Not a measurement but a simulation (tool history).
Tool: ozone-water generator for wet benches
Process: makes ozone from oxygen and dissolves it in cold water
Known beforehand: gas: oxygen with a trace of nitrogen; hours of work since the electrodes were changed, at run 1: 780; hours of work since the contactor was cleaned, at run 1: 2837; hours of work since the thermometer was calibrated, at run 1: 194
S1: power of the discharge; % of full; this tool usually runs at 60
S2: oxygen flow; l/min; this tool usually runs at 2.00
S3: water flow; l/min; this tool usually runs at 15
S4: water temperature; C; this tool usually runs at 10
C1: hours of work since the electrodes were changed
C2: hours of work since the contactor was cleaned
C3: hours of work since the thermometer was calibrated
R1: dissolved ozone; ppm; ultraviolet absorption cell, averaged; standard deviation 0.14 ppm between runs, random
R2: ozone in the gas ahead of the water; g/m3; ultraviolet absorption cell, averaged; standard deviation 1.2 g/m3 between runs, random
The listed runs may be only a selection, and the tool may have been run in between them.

run,hour,S1,S2,S3,S4,C1,C2,C3,R1,R2
1,0.0,60,2.00,15,10,780,2837,194,16.1,210.8
2,49.2,60,2.00,15,10,814,2871,229,16.3,211.9
3,107.1,60,2.00,15,10,855,2912,269,16.1,212.2
4,148.9,60,2.00,15,10,884,2941,299,16.1,213.4
5,211.3,60,2.00,15,10,928,2985,343,16.0,211.0
6,282.9,60,3.07,15,10,979,3036,393,17.2,165.1
7,328.8,60,2.00,15,10,1011,3068,425,16.0,211.3
8,400.2,60,2.00,15,10,1061,3118,476,16.2,212.1
9,457.7,60,2.00,15,10,1102,3159,516,16.3,211.4
10,503.2,60,2.00,15,10,1134,3191,548,16.1,211.6
11,563.2,60,2.00,15,11,1176,3233,590,15.7,212.4
12,631.2,52,2.00,21,11,1224,3281,638,10.3,185.7
# hour 637.6: water thermometer calibrated
13,679.0,65,2.00,16,7,1257,3314,29,16.7,224.3
14,736.9,55,1.08,18,10,1298,3355,70,10.4,274.3
15,787.3,55,1.08,18,10,1333,3390,105,10.4,272.5
# hour 818.4: water thermometer calibrated, once more
16,829.6,89,2.00,15,16,1362,3419,8,21.3,290.3
17,881.1,48,2.00,15,7,1399,3456,44,13.2,173.4
18,921.5,48,2.00,15,7,1427,3484,73,13.4,175.9
19,982.5,81,1.46,15,7,1470,3527,115,19.2,317.0
20,1021.9,60,2.72,12,10,1498,3555,143,20.2,178.4
21,1098.4,78,2.00,15,8,1552,3609,197,20.4,260.5

What if the next run were any one of these 5? Each begins from the tool's condition after run 21:
A,1146.6,78,2.00,15,9,1585,3642,231,?,?
B,1146.6,53,2.00,15,15,1585,3642,231,?,?
C,1146.6,79,3.27,13,10,1585,3642,231,?,?
D,1146.6,68,2.00,21,5,1585,3642,231,?,?
E,1146.6,94,1.67,15,10,1585,3642,231,?,?

run,R1,R2
A,19.9,261.7
B,13.8,188.0
C,24.2,200.5
D,13.5,231.8
E,21.8,335.9
The same runs, with their run-to-run variation unchanged, on a tool lacking any hidden condition would have given:
run,R1,R2
A,20.7,269.0
B,14.3,191.7
C,25.2,206.1
D,14.0,237.6
E,22.8,346.6

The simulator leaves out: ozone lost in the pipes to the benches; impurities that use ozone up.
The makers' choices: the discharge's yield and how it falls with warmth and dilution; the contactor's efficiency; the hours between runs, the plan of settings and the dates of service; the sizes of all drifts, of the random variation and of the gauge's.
